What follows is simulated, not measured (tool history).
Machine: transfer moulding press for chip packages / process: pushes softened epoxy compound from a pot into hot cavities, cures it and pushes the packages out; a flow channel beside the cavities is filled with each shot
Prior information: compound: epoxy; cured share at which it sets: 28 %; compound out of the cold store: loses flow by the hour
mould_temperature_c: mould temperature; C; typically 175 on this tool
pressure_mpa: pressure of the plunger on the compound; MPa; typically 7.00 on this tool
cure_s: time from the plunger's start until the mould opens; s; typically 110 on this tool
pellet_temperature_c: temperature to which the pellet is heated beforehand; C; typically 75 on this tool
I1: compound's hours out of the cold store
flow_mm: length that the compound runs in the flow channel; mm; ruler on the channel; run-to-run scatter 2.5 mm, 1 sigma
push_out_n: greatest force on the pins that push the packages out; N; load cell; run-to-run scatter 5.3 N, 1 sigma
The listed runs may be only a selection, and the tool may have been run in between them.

run 1 hour=0.0 | mould_temperature_c=175 pressure_mpa=7.00 cure_s=110 pellet_temperature_c=75 | I1=35.5 | flow_mm=602 push_out_n=366
-- hour=15.4 plunger's sealing rings changed
-- hour=16.9 cavities cleaned with cleaning compound and waxed
run 2 hour=49.9 | mould_temperature_c=175 pressure_mpa=7.00 cure_s=110 pellet_temperature_c=66 | I1=27.4 | flow_mm=679 push_out_n=361
run 3 hour=72.1 | mould_temperature_c=175 pressure_mpa=7.00 cure_s=110 pellet_temperature_c=66 | I1=39.8 | flow_mm=627 push_out_n=387
-- hour=81.2 cavities cleaned with cleaning compound and waxed
run 4 hour=112.9 | mould_temperature_c=175 pressure_mpa=7.00 cure_s=110 pellet_temperature_c=66 | I1=17.2 | flow_mm=709 push_out_n=358
run 5 hour=143.4 | mould_temperature_c=175 pressure_mpa=7.00 cure_s=110 pellet_temperature_c=75 | I1=38.3 | flow_mm=620 push_out_n=406
-- hour=148.0 cavities cleaned with cleaning compound and waxed
run 6 hour=191.9 | mould_temperature_c=175 pressure_mpa=7.00 cure_s=110 pellet_temperature_c=75 | I1=12.1 | flow_mm=713 push_out_n=402
-- hour=213.3 cavities cleaned with cleaning compound and waxed
run 7 hour=237.7 | mould_temperature_c=175 pressure_mpa=7.00 cure_s=110 pellet_temperature_c=78 | I1=26.2 | flow_mm=651 push_out_n=322
-- hour=278.6 cavities cleaned with cleaning compound and waxed
run 8 hour=286.5 | mould_temperature_c=175 pressure_mpa=7.00 cure_s=110 pellet_temperature_c=78 | I1=12.2 | flow_mm=702 push_out_n=256
run 9 hour=310.3 | mould_temperature_c=175 pressure_mpa=7.00 cure_s=110 pellet_temperature_c=75 | I1=13.0 | flow_mm=690 push_out_n=363
-- hour=343.4 cavities cleaned with cleaning compound and waxed
-- hour=349.6 plunger's sealing rings changed
run 10 hour=362.6 | mould_temperature_c=175 pressure_mpa=7.00 cure_s=110 pellet_temperature_c=75 | I1=30.1 | flow_mm=666 push_out_n=292
-- hour=412.5 cavities cleaned with cleaning compound and waxed
run 11 hour=414.6 | mould_temperature_c=175 pressure_mpa=7.00 cure_s=110 pellet_temperature_c=75 | I1=17.5 | flow_mm=712 push_out_n=221
-- hour=426.6 mould's thermocouples calibrated
run 12 hour=450.8 | mould_temperature_c=175 pressure_mpa=7.00 cure_s=110 pellet_temperature_c=75 | I1=39.1 | flow_mm=617 push_out_n=337
-- hour=479.0 cavities cleaned with cleaning compound and waxed
run 13 hour=487.2 | mould_temperature_c=175 pressure_mpa=7.00 cure_s=110 pellet_temperature_c=75 | I1=11.5 | flow_mm=722 push_out_n=249
run 14 hour=519.5 | mould_temperature_c=175 pressure_mpa=7.00 cure_s=110 pellet_temperature_c=75 | I1=9.8 | flow_mm=726 push_out_n=381
-- hour=547.6 cavities cleaned with cleaning compound and waxed
run 15 hour=564.1 | mould_temperature_c=175 pressure_mpa=7.00 cure_s=110 pellet_temperature_c=75 | I1=11.6 | flow_mm=710 push_out_n=307
run 16 hour=585.5 | mould_temperature_c=175 pressure_mpa=7.00 cure_s=110 pellet_temperature_c=75 | I1=9.5 | flow_mm=714 push_out_n=382
-- hour=613.5 cavities cleaned with cleaning compound and waxed
run 17 hour=638.4 | mould_temperature_c=170 pressure_mpa=7.00 cure_s=110 pellet_temperature_c=68 | I1=25.1 | flow_mm=655 push_out_n=451
run 18 hour=665.7 | mould_temperature_c=167 pressure_mpa=6.79 cure_s=111 pellet_temperature_c=80 | I1=38.2 | flow_mm=609 push_out_n=603
-- hour=678.1 cavities cleaned with cleaning compound and waxed
-- hour=683.9 plunger's sealing rings changed
run 19 hour=718.3 | mould_temperature_c=167 pressure_mpa=6.79 cure_s=111 pellet_temperature_c=80 | I1=11.6 | flow_mm=761 push_out_n=612
-- hour=746.2 cavities cleaned with cleaning compound and waxed
run 20 hour=746.2 | mould_temperature_c=167 pressure_mpa=7.26 cure_s=110 pellet_temperature_c=75 | I1=9.6 | flow_mm=795 push_out_n=333
run 21 hour=793.3 | mould_temperature_c=167 pressure_mpa=7.26 cure_s=110 pellet_temperature_c=75 | I1=35.7 | flow_mm=665 push_out_n=570
-- hour=814.7 cavities cleaned with cleaning compound and waxed
run 22 hour=817.3 | mould_temperature_c=173 pressure_mpa=8.51 cure_s=110 pellet_temperature_c=68 | I1=39.4 | flow_mm=689 push_out_n=224
run 23 hour=862.6 | mould_temperature_c=175 pressure_mpa=8.48 cure_s=124 pellet_temperature_c=82 | I1=27.6 | flow_mm=714 push_out_n=325
-- hour=880.0 cavities cleaned with cleaning compound and waxed
run 24 hour=889.4 | mould_temperature_c=175 pressure_mpa=8.48 cure_s=124 pellet_temperature_c=82 | I1=9.6 | flow_mm=796 push_out_n=225
run 25 hour=914.4 | mould_temperature_c=175 pressure_mpa=7.00 cure_s=133 pellet_temperature_c=69 | I1=35.6 | flow_mm=621 push_out_n=303
-- hour=945.7 cavities cleaned with cleaning compound and waxed
run 26 hour=955.2 | mould_temperature_c=175 pressure_mpa=8.27 cure_s=124 pellet_temperature_c=75 | I1=19.0 | flow_mm=731 push_out_n=219
run 27 hour=985.1 | mould_temperature_c=175 pressure_mpa=8.27 cure_s=124 pellet_temperature_c=75 | I1=19.5 | flow_mm=720 push_out_n=320

Branching from run 27: 3 alternative next runs. What would each branch give?
-- hour=1010.9 cavities cleaned with cleaning compound and waxed
-- hour=1016.1 plunger's sealing rings changed
run A hour=1016.1 | mould_temperature_c=181 pressure_mpa=8.27 cure_s=129 pellet_temperature_c=75 | I1=17.6 | flow_mm=? push_out_n=?
-- hour=1010.9 cavities cleaned with cleaning compound and waxed
-- hour=1016.1 plunger's sealing rings changed
run B hour=1016.1 | mould_temperature_c=168 pressure_mpa=8.34 cure_s=124 pellet_temperature_c=79 | I1=46.0 | flow_mm=? push_out_n=?
-- hour=1010.9 cavities cleaned with cleaning compound and waxed
-- hour=1016.1 plunger's sealing rings changed
run C hour=1016.1 | mould_temperature_c=181 pressure_mpa=8.27 cure_s=124 pellet_temperature_c=69 | I1=38.6 | flow_mm=? push_out_n=?

run=A flow_mm=758 push_out_n=166
run=B flow_mm=690 push_out_n=240
run=C flow_mm=673 push_out_n=171
Without the tool's hidden state the same runs would have given:
run=A flow_mm=758 push_out_n=145
run=B flow_mm=690 push_out_n=206
run=C flow_mm=673 push_out_n=151

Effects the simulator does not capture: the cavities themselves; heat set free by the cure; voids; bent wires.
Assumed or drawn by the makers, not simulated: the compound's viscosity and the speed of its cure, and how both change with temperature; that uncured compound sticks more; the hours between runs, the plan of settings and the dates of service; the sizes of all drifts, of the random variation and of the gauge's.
